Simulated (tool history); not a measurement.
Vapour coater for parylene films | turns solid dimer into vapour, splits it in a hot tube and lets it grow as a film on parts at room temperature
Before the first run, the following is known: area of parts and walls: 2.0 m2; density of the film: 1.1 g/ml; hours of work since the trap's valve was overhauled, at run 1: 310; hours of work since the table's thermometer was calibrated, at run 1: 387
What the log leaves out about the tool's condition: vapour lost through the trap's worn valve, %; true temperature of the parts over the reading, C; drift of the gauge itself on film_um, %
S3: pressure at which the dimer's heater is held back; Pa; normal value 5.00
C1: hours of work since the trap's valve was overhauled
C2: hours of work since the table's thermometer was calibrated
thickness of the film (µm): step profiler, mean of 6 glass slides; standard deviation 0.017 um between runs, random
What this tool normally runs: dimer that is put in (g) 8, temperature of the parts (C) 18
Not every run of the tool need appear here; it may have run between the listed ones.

{"run": 1, "hour": 0.0, "dimer that is put in (g)": 8, "temperature of the parts (C)": 18, "S3": 5.0, "C1": 310, "C2": 387, "thickness of the film (µm)": 2.7}
{"run": 2, "hour": 23.8, "dimer that is put in (g)": 8, "temperature of the parts (C)": 18, "S3": 5.0, "C1": 324, "C2": 401, "thickness of the film (µm)": 2.71}
{"run": 3, "hour": 35.8, "dimer that is put in (g)": 8, "temperature of the parts (C)": 18, "S3": 5.0, "C1": 331, "C2": 409, "thickness of the film (µm)": 2.7}
{"run": 4, "hour": 55.3, "dimer that is put in (g)": 8, "temperature of the parts (C)": 18, "S3": 5.0, "C1": 343, "C2": 420, "thickness of the film (µm)": 2.7}
{"run": 5, "hour": 72.0, "dimer that is put in (g)": 8, "temperature of the parts (C)": 18, "S3": 5.0, "C1": 353, "C2": 430, "thickness of the film (µm)": 2.7}
{"run": 6, "hour": 88.4, "dimer that is put in (g)": 8, "temperature of the parts (C)": 18, "S3": 5.0, "C1": 362, "C2": 440, "thickness of the film (µm)": 2.67}
{"run": 7, "hour": 106.1, "dimer that is put in (g)": 8, "temperature of the parts (C)": 10, "S3": 5.0, "C1": 373, "C2": 451, "thickness of the film (µm)": 3.41}
{"run": 8, "hour": 135.3, "dimer that is put in (g)": 8, "temperature of the parts (C)": 10, "S3": 5.0, "C1": 390, "C2": 468, "thickness of the film (µm)": 3.42}
{"run": 9, "hour": 160.3, "dimer that is put in (g)": 8, "temperature of the parts (C)": 18, "S3": 5.0, "C1": 405, "C2": 483, "thickness of the film (µm)": 2.69}
{"run": 10, "hour": 178.4, "dimer that is put in (g)": 8, "temperature of the parts (C)": 18, "S3": 5.0, "C1": 416, "C2": 494, "thickness of the film (µm)": 2.69}
{"run": 11, "hour": 190.4, "dimer that is put in (g)": 8, "temperature of the parts (C)": 18, "S3": 5.0, "C1": 423, "C2": 501, "thickness of the film (µm)": 2.71}
{"run": 12, "hour": 216.0, "dimer that is put in (g)": 8, "temperature of the parts (C)": 18, "S3": 5.0, "C1": 439, "C2": 516, "thickness of the film (µm)": 2.69}
{"run": 13, "hour": 245.0, "dimer that is put in (g)": 8, "temperature of the parts (C)": 18, "S3": 4.14, "C1": 456, "C2": 534, "thickness of the film (µm)": 2.77}
{"run": 14, "hour": 259.6, "dimer that is put in (g)": 9, "temperature of the parts (C)": 18, "S3": 4.14, "C1": 465, "C2": 542, "thickness of the film (µm)": 3.13}
{"run": 15, "hour": 281.6, "dimer that is put in (g)": 9, "temperature of the parts (C)": 18, "S3": 4.14, "C1": 478, "C2": 555, "thickness of the film (µm)": 3.11}
{"run": 16, "hour": 303.9, "dimer that is put in (g)": 9, "temperature of the parts (C)": 18, "S3": 4.14, "C1": 491, "C2": 569, "thickness of the film (µm)": 3.13}
{"run": 17, "hour": 326.5, "dimer that is put in (g)": 9, "temperature of the parts (C)": 18, "S3": 4.14, "C1": 505, "C2": 582, "thickness of the film (µm)": 3.11}
{"run": 18, "hour": 343.7, "dimer that is put in (g)": 8, "temperature of the parts (C)": 29, "S3": 2.24, "C1": 515, "C2": 593, "thickness of the film (µm)": 2.25}
{"run": 19, "hour": 369.6, "dimer that is put in (g)": 8, "temperature of the parts (C)": 18, "S3": 3.49, "C1": 530, "C2": 608, "thickness of the film (µm)": 2.87}
{"run": 20, "hour": 388.5, "dimer that is put in (g)": 7, "temperature of the parts (C)": 18, "S3": 2.28, "C1": 542, "C2": 619, "thickness of the film (µm)": 2.72}
{"run": 21, "hour": 411.1, "dimer that is put in (g)": 8, "temperature of the parts (C)": 24, "S3": 6.58, "C1": 555, "C2": 633, "thickness of the film (µm)": 2.17}
{"run": 22, "hour": 429.1, "dimer that is put in (g)": 8, "temperature of the parts (C)": 24, "S3": 6.58, "C1": 566, "C2": 644, "thickness of the film (µm)": 2.16}
{"run": 23, "hour": 452.5, "dimer that is put in (g)": 8, "temperature of the parts (C)": 20, "S3": 2.09, "C1": 580, "C2": 658, "thickness of the film (µm)": 2.94}
{"run": 24, "hour": 478.7, "dimer that is put in (g)": 6, "temperature of the parts (C)": 18, "S3": 5.25, "C1": 596, "C2": 673, "thickness of the film (µm)": 1.99}
{"run": 25, "hour": 502.3, "dimer that is put in (g)": 6, "temperature of the parts (C)": 18, "S3": 5.25, "C1": 610, "C2": 687, "thickness of the film (µm)": 2.02}
{"hour": 518.1, "done": "trap's valve overhauled"}
{"run": 26, "hour": 526.3, "dimer that is put in (g)": 8, "temperature of the parts (C)": 12, "S3": 4.29, "C1": 5, "C2": 699, "thickness of the film (µm)": 3.28}
{"run": 27, "hour": 554.9, "dimer that is put in (g)": 5, "temperature of the parts (C)": 15, "S3": 7.66, "C1": 22, "C2": 716, "thickness of the film (µm)": 1.71}

Alternative continuations, all from the tool just after run 27; predict every row:
{"run": "A", "hour": 573.4, "dimer that is put in (g)": 5, "temperature of the parts (C)": 15, "S3": 4.93, "C1": 33, "C2": 727, "thickness of the film (µm)": "?"}
{"run": "B", "hour": 573.4, "dimer that is put in (g)": 5, "temperature of the parts (C)": 18, "S3": 5.0, "C1": 33, "C2": 727, "thickness of the film (µm)": "?"}
{"run": "C", "hour": 573.4, "dimer that is put in (g)": 8, "temperature of the parts (C)": 11, "S3": 5.0, "C1": 33, "C2": 727, "thickness of the film (µm)": "?"}
{"run": "D", "hour": 573.4, "dimer that is put in (g)": 5, "temperature of the parts (C)": 18, "S3": 5.75, "C1": 33, "C2": 727, "thickness of the film (µm)": "?"}

run=A thickness_of_the_film_(µm)=1.83
run=B thickness_of_the_film_(µm)=1.68
run=C thickness_of_the_film_(µm)=3.29
run=D thickness_of_the_film_(µm)=1.64
Stripped of hidden state, with their random variation kept, the same runs would have yielded:
run=A thickness_of_the_film_(µm)=1.83
run=B thickness_of_the_film_(µm)=1.68
run=C thickness_of_the_film_(µm)=3.29
run=D thickness_of_the_film_(µm)=1.64
